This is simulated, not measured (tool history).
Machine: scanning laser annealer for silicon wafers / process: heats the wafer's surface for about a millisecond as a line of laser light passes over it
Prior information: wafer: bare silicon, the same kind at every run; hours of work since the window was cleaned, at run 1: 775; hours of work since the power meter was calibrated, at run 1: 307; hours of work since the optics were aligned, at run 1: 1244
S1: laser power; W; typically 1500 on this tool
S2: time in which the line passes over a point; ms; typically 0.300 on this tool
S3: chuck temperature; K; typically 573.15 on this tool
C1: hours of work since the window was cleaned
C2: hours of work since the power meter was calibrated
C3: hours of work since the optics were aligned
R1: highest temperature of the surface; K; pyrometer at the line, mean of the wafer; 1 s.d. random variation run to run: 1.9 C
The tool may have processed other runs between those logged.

run 1 day=0.000 | S1=1500 S2=0.300 S3=573.15 | C1=775 C2=307 C3=1244 | R1=1375.15
run 2 day=0.442 | S1=1500 S2=0.300 S3=573.15 | C1=780 C2=312 C3=1249 | R1=1372.15
run 3 day=0.942 | S1=1500 S2=0.300 S3=573.15 | C1=786 C2=317 C3=1254 | R1=1372.15
-- day=1.704 optics aligned, line set to its width
run 4 day=1.704 | S1=1500 S2=0.373 S3=573.15 | C1=792 C2=323 C3=0 | R1=1487.15
run 5 day=2.162 | S1=1500 S2=0.212 S3=573.15 | C1=797 C2=328 C3=5 | R1=1225.15
run 6 day=2.662 | S1=1380 S2=0.300 S3=573.15 | C1=802 C2=334 C3=10 | R1=1298.15
run 7 day=3.512 | S1=1500 S2=0.356 S3=573.15 | C1=811 C2=343 C3=20 | R1=1460.15
run 8 day=4.229 | S1=1452 S2=0.300 S3=573.15 | C1=819 C2=351 C3=27 | R1=1345.15
run 9 day=5.071 | S1=1500 S2=0.300 S3=573.15 | C1=828 C2=360 C3=36 | R1=1379.15
run 10 day=5.592 | S1=1500 S2=0.300 S3=573.15 | C1=834 C2=365 C3=42 | R1=1374.15
run 11 day=6.142 | S1=1500 S2=0.300 S3=573.15 | C1=840 C2=371 C3=48 | R1=1374.15
run 12 day=6.992 | S1=1500 S2=0.300 S3=573.15 | C1=849 C2=380 C3=57 | R1=1373.15
run 13 day=7.446 | S1=1500 S2=0.300 S3=573.15 | C1=854 C2=385 C3=62 | R1=1374.15
run 14 day=8.138 | S1=1500 S2=0.300 S3=573.15 | C1=861 C2=393 C3=70 | R1=1378.15
run 15 day=8.717 | S1=1500 S2=0.300 S3=573.15 | C1=867 C2=399 C3=76 | R1=1375.15
run 16 day=9.158 | S1=1500 S2=0.300 S3=573.15 | C1=872 C2=404 C3=81 | R1=1378.15
run 17 day=9.617 | S1=1500 S2=0.300 S3=573.15 | C1=877 C2=409 C3=86 | R1=1378.15
run 18 day=10.229 | S1=1500 S2=0.301 S3=573.15 | C1=884 C2=415 C3=92 | R1=1378.15
run 19 day=10.758 | S1=1500 S2=0.254 S3=573.15 | C1=889 C2=421 C3=98 | R1=1299.15
run 20 day=11.275 | S1=1500 S2=0.254 S3=573.15 | C1=895 C2=427 C3=103 | R1=1297.15
run 21 day=11.958 | S1=1452 S2=0.278 S3=565.15 | C1=902 C2=434 C3=111 | R1=1306.15
run 22 day=12.688 | S1=1452 S2=0.278 S3=565.15 | C1=910 C2=442 C3=119 | R1=1304.15
run 23 day=13.321 | S1=1452 S2=0.223 S3=579.15 | C1=917 C2=449 C3=126 | R1=1227.15
run 24 day=13.796 | S1=1452 S2=0.223 S3=579.15 | C1=922 C2=454 C3=131 | R1=1229.15

Run 25 comes next. What will it give?
run 25 day=14.433 | S1=1452 S2=0.223 S3=579.15 | C1=929 C2=461 C3=138 | R1=?

R1: 1227.15 K
If the tool had no hidden condition, the same run with the same run-to-run variation would have returned R1 1228.15 K.
